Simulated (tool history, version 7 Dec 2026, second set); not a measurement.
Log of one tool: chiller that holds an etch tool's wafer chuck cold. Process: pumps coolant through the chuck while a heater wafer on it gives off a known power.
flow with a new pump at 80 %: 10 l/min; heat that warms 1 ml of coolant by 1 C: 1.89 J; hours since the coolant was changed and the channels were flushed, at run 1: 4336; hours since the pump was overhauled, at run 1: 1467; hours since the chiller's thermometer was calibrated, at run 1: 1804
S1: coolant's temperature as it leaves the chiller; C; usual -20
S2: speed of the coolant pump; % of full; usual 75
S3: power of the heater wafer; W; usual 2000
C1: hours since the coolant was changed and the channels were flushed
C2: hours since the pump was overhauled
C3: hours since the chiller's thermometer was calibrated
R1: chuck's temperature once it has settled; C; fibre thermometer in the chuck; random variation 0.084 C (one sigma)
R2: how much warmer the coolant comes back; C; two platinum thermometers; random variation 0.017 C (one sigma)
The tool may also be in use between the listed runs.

| run | day | S1 | S2 | S3 | C1 | C2 | C3 | R1 | R2 |
|---|---|---|---|---|---|---|---|---|---|
| 1 | 0 | -20 | 75 | 2000 | 4336 | 1467 | 1804 | -4.03 | 6.82 |
| 2 | 2.571 | -20 | 75 | 2000 | 4398 | 1529 | 1865 | -4.05 | 6.81 |
| 3 | 5.779 | -20 | 75 | 2000 | 4475 | 1606 | 1942 | -4.07 | 6.76 |
| 4 | 9.392 | -28 | 75 | 2000 | 4561 | 1693 | 2029 | -12 | 6.81 |
| 5 | 11.904 | -20 | 75 | 2000 | 4622 | 1753 | 2089 | -4.02 | 6.79 |
| 6 | 15.879 | -20 | 75 | 2000 | 4717 | 1848 | 2185 | -4.05 | 6.82 |
| 7 | 20.846 | -20 | 75 | 2000 | 4836 | 1968 | 2304 | -3.93 | 6.81 |
| 8 | 23.062 | -20 | 75 | 2000 | 4889 | 2021 | 2357 | -3.98 | 6.8 |
| 9 | 27.058 | -20 | 75 | 2000 | 4985 | 2117 | 2453 | -4.12 | 6.85 |
| 10 | 30.25 | -20 | 75 | 2000 | 5062 | 2193 | 2530 | -4.13 | 6.85 |
| 11 | 35.5 | -14 | 75 | 2809 | 5188 | 2319 | 2656 | 8.65 | 9.58 |
| 12 | 40.662 | -20 | 69 | 2025 | 5312 | 2443 | 2780 | -3.04 | 7.52 |
| 13 | 44.942 | -20 | 69 | 2025 | 5415 | 2546 | 2882 | -3.07 | 7.52 |
| 14 | 47.288 | -20 | 71 | 1120 | 5471 | 2602 | 2939 | -10.76 | 4.12 |
|  | 48.946 | coolant changed, channels flushed |
| 15 | 52.583 | -20 | 71 | 1144 | 87 | 2723 | 3060 | -10.46 | 4.18 |
| 16 | 54.808 | -20 | 71 | 1144 | 141 | 2777 | 3113 | -10.46 | 4.21 |
| 17 | 58.1 | -20 | 71 | 1144 | 220 | 2856 | 3192 | -10.55 | 4.18 |

Run 18 has not been measured yet. What should we expect?
| 18 | 62.458 | -20 | 71 | 1144 | 324 | 2960 | 3297 | ? | ? |

Run 18 came out at R1 -10.56 C, R2 4.19 C.
If the tool had no hidden condition, the same run with the same run-to-run variation would have returned R1 -10.57 C, R2 4.07 C.
